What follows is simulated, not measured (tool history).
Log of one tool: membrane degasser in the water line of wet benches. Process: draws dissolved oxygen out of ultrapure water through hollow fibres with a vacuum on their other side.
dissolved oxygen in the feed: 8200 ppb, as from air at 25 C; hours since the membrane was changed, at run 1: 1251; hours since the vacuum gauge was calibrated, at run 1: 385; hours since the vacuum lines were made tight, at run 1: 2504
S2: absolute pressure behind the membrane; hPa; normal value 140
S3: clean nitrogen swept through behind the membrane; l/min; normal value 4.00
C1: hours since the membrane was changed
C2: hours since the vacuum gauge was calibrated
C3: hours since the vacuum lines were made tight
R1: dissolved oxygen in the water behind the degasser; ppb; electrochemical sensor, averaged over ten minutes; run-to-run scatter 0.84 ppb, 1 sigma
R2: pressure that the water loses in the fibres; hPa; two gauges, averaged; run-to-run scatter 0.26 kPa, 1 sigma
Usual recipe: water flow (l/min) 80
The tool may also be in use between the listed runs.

{"run": 1, "hour": 0.0, "water flow (l/min)": 80, "S2": 140, "S3": 4.0, "C1": 1251, "C2": 385, "C3": 2504, "R1": 461.0, "R2": 698.2}
{"run": 2, "hour": 60.9, "water flow (l/min)": 80, "S2": 140, "S3": 4.0, "C1": 1312, "C2": 446, "C3": 2565, "R1": 459.9, "R2": 699.9}
{"run": 3, "hour": 114.5, "water flow (l/min)": 80, "S2": 140, "S3": 4.0, "C1": 1366, "C2": 500, "C3": 2619, "R1": 459.8, "R2": 698.7}
{"run": 4, "hour": 197.2, "water flow (l/min)": 80, "S2": 140, "S3": 4.0, "C1": 1448, "C2": 582, "C3": 2702, "R1": 461.9, "R2": 699.3}
{"run": 5, "hour": 278.3, "water flow (l/min)": 80, "S2": 140, "S3": 4.0, "C1": 1529, "C2": 664, "C3": 2783, "R1": 463.0, "R2": 699.3}
{"run": 6, "hour": 320.9, "water flow (l/min)": 80, "S2": 140, "S3": 4.0, "C1": 1572, "C2": 706, "C3": 2825, "R1": 459.6, "R2": 694.7}
{"run": 7, "hour": 383.2, "water flow (l/min)": 80, "S2": 140, "S3": 4.0, "C1": 1634, "C2": 768, "C3": 2888, "R1": 460.5, "R2": 697.3}
{"run": 8, "hour": 446.2, "water flow (l/min)": 80, "S2": 140, "S3": 4.0, "C1": 1697, "C2": 831, "C3": 2951, "R1": 460.7, "R2": 697.0}
{"run": 9, "hour": 514.1, "water flow (l/min)": 80, "S2": 140, "S3": 4.0, "C1": 1765, "C2": 899, "C3": 3018, "R1": 462.1, "R2": 703.0}
{"run": 10, "hour": 581.5, "water flow (l/min)": 80, "S2": 140, "S3": 4.0, "C1": 1833, "C2": 967, "C3": 3086, "R1": 460.4, "R2": 697.0}
{"run": 11, "hour": 676.6, "water flow (l/min)": 80, "S2": 297, "S3": 4.0, "C1": 1928, "C2": 1062, "C3": 3181, "R1": 1046.6, "R2": 696.7}
{"run": 12, "hour": 769.6, "water flow (l/min)": 80, "S2": 297, "S3": 4.0, "C1": 2021, "C2": 1155, "C3": 3274, "R1": 1048.9, "R2": 703.6}
{"run": 13, "hour": 847.8, "water flow (l/min)": 80, "S2": 140, "S3": 8.08, "C1": 2099, "C2": 1233, "C3": 3352, "R1": 249.3, "R2": 701.8}
{"run": 14, "hour": 889.9, "water flow (l/min)": 90, "S2": 103, "S3": 4.38, "C1": 2141, "C2": 1275, "C3": 3394, "R1": 320.0, "R2": 785.7}
{"run": 15, "hour": 981.2, "water flow (l/min)": 58, "S2": 134, "S3": 4.38, "C1": 2232, "C2": 1366, "C3": 3486, "R1": 303.0, "R2": 510.2}
{"run": 16, "hour": 1054.2, "water flow (l/min)": 58, "S2": 134, "S3": 4.38, "C1": 2305, "C2": 1439, "C3": 3559, "R1": 304.1, "R2": 505.6}
{"run": 17, "hour": 1111.9, "water flow (l/min)": 52, "S2": 134, "S3": 3.33, "C1": 2363, "C2": 1497, "C3": 3616, "R1": 350.7, "R2": 457.5}
{"run": 18, "hour": 1161.5, "water flow (l/min)": 52, "S2": 321, "S3": 3.33, "C1": 2413, "C2": 1547, "C3": 3666, "R1": 925.1, "R2": 455.6}
{"run": 19, "hour": 1261.8, "water flow (l/min)": 52, "S2": 321, "S3": 9.28, "C1": 2513, "C2": 1647, "C3": 3766, "R1": 375.7, "R2": 455.4}
{"run": 20, "hour": 1350.1, "water flow (l/min)": 80, "S2": 140, "S3": 6.28, "C1": 2601, "C2": 1735, "C3": 3855, "R1": 310.6, "R2": 703.3}
{"run": 21, "hour": 1433.9, "water flow (l/min)": 80, "S2": 140, "S3": 6.28, "C1": 2685, "C2": 1819, "C3": 3938, "R1": 311.9, "R2": 697.6}
{"run": 22, "hour": 1479.8, "water flow (l/min)": 72, "S2": 140, "S3": 6.15, "C1": 2731, "C2": 1865, "C3": 3984, "R1": 288.6, "R2": 630.3}
{"run": 23, "hour": 1553.5, "water flow (l/min)": 72, "S2": 140, "S3": 6.15, "C1": 2805, "C2": 1939, "C3": 4058, "R1": 288.2, "R2": 631.0}
{"run": 24, "hour": 1601.1, "water flow (l/min)": 60, "S2": 308, "S3": 10.55, "C1": 2852, "C2": 1986, "C3": 4106, "R1": 365.5, "R2": 527.2}
{"run": 25, "hour": 1673.0, "water flow (l/min)": 60, "S2": 308, "S3": 10.55, "C1": 2924, "C2": 2058, "C3": 4177, "R1": 365.7, "R2": 528.9}
{"run": 26, "hour": 1755.3, "water flow (l/min)": 105, "S2": 200, "S3": 4.0, "C1": 3006, "C2": 2141, "C3": 4260, "R1": 871.1, "R2": 916.5}

Each row is a separate what-if for the run after 26, all from the same tool condition, not one after another. Results?
{"run": "A", "hour": 1850.8, "water flow (l/min)": 116, "S2": 140, "S3": 2.2, "C1": 3102, "C2": 2236, "C3": 4355, "R1": "?", "R2": "?"}
{"run": "B", "hour": 1850.8, "water flow (l/min)": 80, "S2": 140, "S3": 2.76, "C1": 3102, "C2": 2236, "C3": 4355, "R1": "?", "R2": "?"}
{"run": "C", "hour": 1850.8, "water flow (l/min)": 55, "S2": 140, "S3": 4.0, "C1": 3102, "C2": 2236, "C3": 4355, "R1": "?", "R2": "?"}

run=A R1=981.5 R2=1009.4
run=B R1=623.1 R2=698.9
run=C R1=332.5 R2=478.7
Without the tool's unlogged condition, the same runs would have read:
run=A R1=981.3 R2=1009.0
run=B R1=623.0 R2=698.6
run=C R1=332.4 R2=478.5
